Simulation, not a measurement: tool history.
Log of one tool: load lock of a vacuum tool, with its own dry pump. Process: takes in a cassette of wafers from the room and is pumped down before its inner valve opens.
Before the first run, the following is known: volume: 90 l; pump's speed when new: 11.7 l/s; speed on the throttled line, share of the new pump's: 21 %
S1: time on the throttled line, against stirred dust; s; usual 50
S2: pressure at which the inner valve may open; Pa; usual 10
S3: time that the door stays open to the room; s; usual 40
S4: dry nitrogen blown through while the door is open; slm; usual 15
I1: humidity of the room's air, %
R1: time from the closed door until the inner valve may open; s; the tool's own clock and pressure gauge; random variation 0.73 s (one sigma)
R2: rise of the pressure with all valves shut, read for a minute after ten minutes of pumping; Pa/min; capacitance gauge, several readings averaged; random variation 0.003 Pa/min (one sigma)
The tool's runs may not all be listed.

run 1 hour=0 | S1=50 S2=10 S3=40 S4=15 | I1=42.6 | R1=113.2 R2=0.037
run 2 hour=326.9 | S1=50 S2=10 S3=40 S4=15 | I1=42.6 | R1=114.4 R2=0.035
run 3 hour=517 | S1=27 S2=10 S3=40 S4=15 | I1=45.6 | R1=94.4 R2=0.037
run 4 hour=937.5 | S1=27 S2=10 S3=40 S4=15 | I1=44.1 | R1=94.6 R2=0.037
run 5 hour=1305.5 | S1=27 S2=10 S3=40 S4=15 | I1=44.6 | R1=95.3 R2=0.037
run 6 hour=1720.2 | S1=27 S2=10 S3=40 S4=15 | I1=44.3 | R1=97.3 R2=0.043
run 7 hour=2013.5 | S1=50 S2=10 S3=122 S4=15 | I1=45.3 | R1=114.9 R2=0.06
run 8 hour=2275.4 | S1=50 S2=10 S3=122 S4=15 | I1=46 | R1=114.9 R2=0.05
run 9 hour=2556 | S1=27 S2=13 S3=40 S4=15 | I1=46 | R1=94.8 R2=0.05
run 10 hour=2952.1 | S1=27 S2=13 S3=40 S4=15 | I1=43.4 | R1=95.1 R2=0.046
run 11 hour=3378.5 | S1=50 S2=14 S3=40 S4=20 | I1=47.2 | R1=112.5 R2=0.044

Run 12, settings as shown, results not yet in. Your forecast:
run 12 hour=3688.4 | S1=29 S2=10 S3=162 S4=5 | I1=42 | R1=? R2=?

For run 12 the tool returned R1 99.5 s, R2 0.073 Pa/min.
Take away the tool's hidden state, keep the run-to-run variation as it was, and the same run would have given R1 94.3 s, R2 0.05 Pa/min.
